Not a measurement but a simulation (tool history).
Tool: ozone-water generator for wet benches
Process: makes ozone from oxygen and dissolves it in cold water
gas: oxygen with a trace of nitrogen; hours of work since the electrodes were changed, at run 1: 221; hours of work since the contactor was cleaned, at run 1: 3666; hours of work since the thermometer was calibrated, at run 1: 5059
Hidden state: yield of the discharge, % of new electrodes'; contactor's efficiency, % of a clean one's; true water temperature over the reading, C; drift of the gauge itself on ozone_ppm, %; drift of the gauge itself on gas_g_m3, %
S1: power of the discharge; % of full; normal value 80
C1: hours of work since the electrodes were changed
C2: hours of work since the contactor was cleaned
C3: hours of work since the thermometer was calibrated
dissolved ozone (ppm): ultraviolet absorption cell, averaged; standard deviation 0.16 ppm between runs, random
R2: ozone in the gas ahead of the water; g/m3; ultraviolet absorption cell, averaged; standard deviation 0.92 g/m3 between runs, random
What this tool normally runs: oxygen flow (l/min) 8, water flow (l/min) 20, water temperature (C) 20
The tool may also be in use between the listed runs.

{"run": 1, "hour": 0.0, "S1": 80, "oxygen flow (l/min)": 8, "water flow (l/min)": 20, "water temperature (C)": 20, "C1": 221, "C2": 3666, "C3": 5059, "dissolved ozone (ppm)": 19.5, "R2": 153.5}
{"run": 2, "hour": 43.1, "S1": 80, "oxygen flow (l/min)": 8, "water flow (l/min)": 20, "water temperature (C)": 20, "C1": 262, "C2": 3707, "C3": 5100, "dissolved ozone (ppm)": 19.6, "R2": 154.5}
{"run": 3, "hour": 71.7, "S1": 80, "oxygen flow (l/min)": 8, "water flow (l/min)": 20, "water temperature (C)": 20, "C1": 289, "C2": 3734, "C3": 5127, "dissolved ozone (ppm)": 19.4, "R2": 154.2}
{"run": 4, "hour": 113.7, "S1": 80, "oxygen flow (l/min)": 8, "water flow (l/min)": 20, "water temperature (C)": 20, "C1": 329, "C2": 3774, "C3": 5167, "dissolved ozone (ppm)": 19.6, "R2": 154.4}
{"run": 5, "hour": 141.5, "S1": 80, "oxygen flow (l/min)": 8, "water flow (l/min)": 20, "water temperature (C)": 20, "C1": 356, "C2": 3800, "C3": 5193, "dissolved ozone (ppm)": 19.7, "R2": 153.6}
{"run": 6, "hour": 185.2, "S1": 80, "oxygen flow (l/min)": 8, "water flow (l/min)": 20, "water temperature (C)": 20, "C1": 397, "C2": 3842, "C3": 5235, "dissolved ozone (ppm)": 19.2, "R2": 153.5}
{"hour": 232.1, "done": "water thermometer calibrated"}
{"run": 7, "hour": 237.2, "S1": 74, "oxygen flow (l/min)": 10.67, "water flow (l/min)": 31, "water temperature (C)": 19, "C1": 446, "C2": 3891, "C3": 5, "dissolved ozone (ppm)": 13.9, "R2": 127}
{"run": 8, "hour": 274.9, "S1": 80, "oxygen flow (l/min)": 9.56, "water flow (l/min)": 20, "water temperature (C)": 20, "C1": 482, "C2": 3927, "C3": 41, "dissolved ozone (ppm)": 19.2, "R2": 137.9}
{"run": 9, "hour": 306.8, "S1": 79, "oxygen flow (l/min)": 8, "water flow (l/min)": 20, "water temperature (C)": 20, "C1": 512, "C2": 3957, "C3": 71, "dissolved ozone (ppm)": 19.4, "R2": 153.3}
{"run": 10, "hour": 349.6, "S1": 79, "oxygen flow (l/min)": 8, "water flow (l/min)": 20, "water temperature (C)": 20, "C1": 553, "C2": 3998, "C3": 112, "dissolved ozone (ppm)": 19.5, "R2": 152}
{"run": 11, "hour": 385.6, "S1": 79, "oxygen flow (l/min)": 8, "water flow (l/min)": 21, "water temperature (C)": 12, "C1": 587, "C2": 4032, "C3": 146, "dissolved ozone (ppm)": 21.3, "R2": 151.6}
{"run": 12, "hour": 422.1, "S1": 80, "oxygen flow (l/min)": 5.26, "water flow (l/min)": 15, "water temperature (C)": 20, "C1": 622, "C2": 4067, "C3": 181, "dissolved ozone (ppm)": 23.8, "R2": 188.7}

Predict each of these 5 candidate next runs independently; none follows another, all start after run 12:
{"run": "A", "hour": 451.5, "S1": 57, "oxygen flow (l/min)": 5.26, "water flow (l/min)": 15, "water temperature (C)": 15, "C1": 650, "C2": 4095, "C3": 209, "dissolved ozone (ppm)": "?", "R2": "?"}
{"run": "B", "hour": 451.5, "S1": 80, "oxygen flow (l/min)": 5.01, "water flow (l/min)": 15, "water temperature (C)": 23, "C1": 650, "C2": 4095, "C3": 209, "dissolved ozone (ppm)": "?", "R2": "?"}
{"run": "C", "hour": 451.5, "S1": 80, "oxygen flow (l/min)": 5.26, "water flow (l/min)": 15, "water temperature (C)": 24, "C1": 650, "C2": 4095, "C3": 209, "dissolved ozone (ppm)": "?", "R2": "?"}
{"run": "D", "hour": 451.5, "S1": 80, "oxygen flow (l/min)": 8, "water flow (l/min)": 20, "water temperature (C)": 13, "C1": 650, "C2": 4095, "C3": 209, "dissolved ozone (ppm)": "?", "R2": "?"}
{"run": "E", "hour": 451.5, "S1": 80, "oxygen flow (l/min)": 5.26, "water flow (l/min)": 26, "water temperature (C)": 14, "C1": 650, "C2": 4095, "C3": 209, "dissolved ozone (ppm)": "?", "R2": "?"}

run=A dissolved_ozone_(ppm)=21.5 R2=157.5
run=B dissolved_ozone_(ppm)=22.9 R2=195.5
run=C dissolved_ozone_(ppm)=22.3 R2=190.8
run=D dissolved_ozone_(ppm)=21.7 R2=153.3
run=E dissolved_ozone_(ppm)=17.3 R2=187.7
Take away the tool's hidden state, keep each run's random variation, and the runs would have read:
run=A dissolved_ozone_(ppm)=23 R2=159.9
run=B dissolved_ozone_(ppm)=24.6 R2=199.2
run=C dissolved_ozone_(ppm)=23.9 R2=194.4
run=D dissolved_ozone_(ppm)=23.5 R2=156.2
run=E dissolved_ozone_(ppm)=18.9 R2=191.3

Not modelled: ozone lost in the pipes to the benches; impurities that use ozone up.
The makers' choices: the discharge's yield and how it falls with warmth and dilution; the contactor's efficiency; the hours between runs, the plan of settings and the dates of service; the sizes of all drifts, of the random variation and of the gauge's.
